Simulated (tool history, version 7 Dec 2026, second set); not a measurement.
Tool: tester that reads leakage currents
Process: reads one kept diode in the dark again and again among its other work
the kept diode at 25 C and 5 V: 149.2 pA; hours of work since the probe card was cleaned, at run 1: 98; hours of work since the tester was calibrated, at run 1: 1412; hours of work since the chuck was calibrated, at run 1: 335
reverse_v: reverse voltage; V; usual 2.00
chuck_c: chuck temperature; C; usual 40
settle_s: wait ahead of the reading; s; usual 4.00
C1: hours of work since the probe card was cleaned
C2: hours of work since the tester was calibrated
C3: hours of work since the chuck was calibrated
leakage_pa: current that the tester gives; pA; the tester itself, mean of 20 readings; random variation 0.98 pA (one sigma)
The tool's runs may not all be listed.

Run 1, hour 0.0: usual settings; C1 98; C2 1412; C3 335. Result: leakage_pa 315.86 pA.
Run 2, hour 52.0: usual settings but reverse_v 9.77 V; C1 138; C2 1453; C3 376. Result: leakage_pa 679.12 pA.
Run 3, hour 107.0: usual settings but reverse_v 9.77 V; C1 181; C2 1496; C3 419. Result: leakage_pa 667.93 pA.
Run 4, hour 144.7: usual settings but reverse_v 19.23 V; C1 211; C2 1525; C3 449. Result: leakage_pa 928.19 pA.
Run 5, hour 181.7: usual settings but reverse_v 19.23 V; C1 240; C2 1554; C3 478. Result: leakage_pa 919.63 pA.
Run 6, hour 211.4: usual settings but settle_s 5.24 s; C1 263; C2 1578; C3 501. Result: leakage_pa 312.65 pA.
Run 7, hour 268.0: usual settings but settle_s 5.24 s; C1 308; C2 1622; C3 545. Result: leakage_pa 310.65 pA.
Run 8, hour 321.3: usual settings but settle_s 5.24 s; C1 349; C2 1664; C3 587. Result: leakage_pa 309.76 pA.
Run 9, hour 357.9: usual settings but settle_s 5.24 s; C1 378; C2 1692; C3 616. Result: leakage_pa 308.25 pA.
Run 10, hour 385.9: usual settings but settle_s 5.75 s; C1 400; C2 1714; C3 638. Result: leakage_pa 306.18 pA.
Run 11, hour 428.9: usual settings; C1 434; C2 1748; C3 671. Result: leakage_pa 306.29 pA.
Run 12, hour 479.7: usual settings; C1 473; C2 1788; C3 711. Result: leakage_pa 307.23 pA.
Run 13, hour 513.0: usual settings but reverse_v 4.45 V; C1 499; C2 1814; C3 737. Result: leakage_pa 448.65 pA.
Run 14, hour 542.3: usual settings but reverse_v 4.45 V; C1 522; C2 1837; C3 760. Result: leakage_pa 447.18 pA.
Run 15, hour 600.1: usual settings but reverse_v 4.45 V; C1 568; C2 1882; C3 805. Result: leakage_pa 443.33 pA.
Run 16, hour 647.6: usual settings but reverse_v 4.45 V; C1 605; C2 1919; C3 843. Result: leakage_pa 442.69 pA.
Run 17, hour 692.3: usual settings but chuck_c 39 C; C1 640; C2 1954; C3 878. Result: leakage_pa 279.15 pA.
Run 18, hour 752.8: usual settings but reverse_v 2.11 V; C1 687; C2 2002; C3 925. Result: leakage_pa 306.45 pA.
Run 19, hour 796.2: usual settings; C1 721; C2 2036; C3 959. Result: leakage_pa 299.05 pA.
At hour 813.9: chuck's temperature calibrated.
Run 20, hour 840.5: usual settings; C1 754; C2 2069; C3 21. Result: leakage_pa 336.50 pA.
Run 21, hour 871.4: usual settings; C1 779; C2 2093; C3 45. Result: leakage_pa 334.45 pA.
Run 22, hour 899.2: usual settings but reverse_v 2.92 V, chuck_c 30 C, settle_s 2.92 s; C1 800; C2 2115; C3 67. Result: leakage_pa 183.50 pA.
Run 23, hour 957.7: usual settings but reverse_v 4.74 V, settle_s 8.79 s; C1 846; C2 2161; C3 113. Result: leakage_pa 504.03 pA.
Run 24, hour 995.2: usual settings but reverse_v 5.53 V, chuck_c 38 C; C1 876; C2 2190; C3 142. Result: leakage_pa 464.69 pA.
Run 25, hour 1042.7: usual settings but reverse_v 5.53 V, chuck_c 38 C; C1 913; C2 2227; C3 179. Result: leakage_pa 463.69 pA.
Run 26, hour 1085.9: usual settings but reverse_v 2.07 V, settle_s 0.86 s; C1 947; C2 2261; C3 213. Result: leakage_pa 332.14 pA.
Run 27, hour 1136.5: usual settings but reverse_v 2.41 V, chuck_c 43 C, settle_s 0.67 s; C1 986; C2 2301; C3 253. Result: leakage_pa 451.61 pA.
At hour 1173.3: probe card cleaned and baked.
Run 28, hour 1188.8: usual settings but reverse_v 7.14 V, chuck_c 46 C; C1 12; C2 2339; C3 291. Result: leakage_pa 930.80 pA.
Run 29, hour 1243.3: usual settings but reverse_v 7.14 V, chuck_c 46 C; C1 55; C2 2382; C3 334. Result: leakage_pa 921.92 pA.
Run 30, hour 1296.4: usual settings but reverse_v 18.52 V, chuck_c 53 C, settle_s 2.05 s; C1 96; C2 2424; C3 376. Result: leakage_pa 2403.85 pA.
Run 31, hour 1328.5: usual settings but reverse_v 18.52 V, chuck_c 53 C, settle_s 2.05 s; C1 122; C2 2449; C3 401. Result: leakage_pa 2399.34 pA.
Run 32, hour 1377.0: usual settings but reverse_v 18.52 V, chuck_c 53 C, settle_s 2.05 s; C1 160; C2 2487; C3 439. Result: leakage_pa 2394.43 pA.
Run 33, hour 1437.2: usual settings but reverse_v 13.06 V, chuck_c 21 C, settle_s 0.57 s; C1 207; C2 2534; C3 486. Result: leakage_pa 166.79 pA.
Run 34, hour 1486.4: usual settings but reverse_v 13.06 V, chuck_c 24 C, settle_s 1.79 s; C1 245; C2 2573; C3 524. Result: leakage_pa 213.42 pA.
Run 35, hour 1544.9: usual settings but reverse_v 13.06 V, chuck_c 24 C, settle_s 1.79 s; C1 291; C2 2618; C3 570. Result: leakage_pa 213.02 pA.
Run 36, hour 1597.0: usual settings but reverse_v 3.14 V, chuck_c 36 C, settle_s 1.79 s; C1 332; C2 2659; C3 611. Result: leakage_pa 283.05 pA.
Run 37, hour 1633.2: usual settings but reverse_v 3.14 V, chuck_c 21 C, settle_s 1.58 s; C1 360; C2 2688; C3 640. Result: leakage_pa 82.21 pA.
Run 38, hour 1672.3: usual settings but reverse_v 3.14 V, chuck_c 21 C, settle_s 1.58 s; C1 391; C2 2718; C3 670. Result: leakage_pa 82.55 pA.
Run 39, hour 1699.9: usual settings but reverse_v 1.17 V, chuck_c 33 C, settle_s 8.47 s; C1 413; C2 2740; C3 692. Result: leakage_pa 138.16 pA.

5 ways to go on from here, each from the tool as it stands after run 39. What would each give?
Run A, hour 1749.3: usual settings but reverse_v 1.17 V, chuck_c 25 C, settle_s 4.35 s; C1 451; C2 2779; C3 730. Result: leakage_pa ?.
Run B, hour 1749.3: usual settings but reverse_v 1.17 V, chuck_c 33 C, settle_s 0.43 s; C1 451; C2 2779; C3 730. Result: leakage_pa ?.
Run C, hour 1749.3: usual settings but reverse_v 1.17 V, chuck_c 39 C, settle_s 1.44 s; C1 451; C2 2779; C3 730. Result: leakage_pa ?.
Run D, hour 1749.3: usual settings but reverse_v 1.17 V, chuck_c 21 C, settle_s 8.47 s; C1 451; C2 2779; C3 730. Result: leakage_pa ?.
Run E, hour 1749.3: usual settings but reverse_v 11.57 V, chuck_c 47 C, settle_s 2.23 s; C1 451; C2 2779; C3 730. Result: leakage_pa ?.

run  leakage_pa
  A       70.65
  B      137.01
  C      220.06
  D       50.09
  E     1212.22
Without the tool's hidden state the same runs would have given:
run  leakage_pa
  A       74.92
  B      145.98
  C      234.63
  D       52.81
  E     1280.22
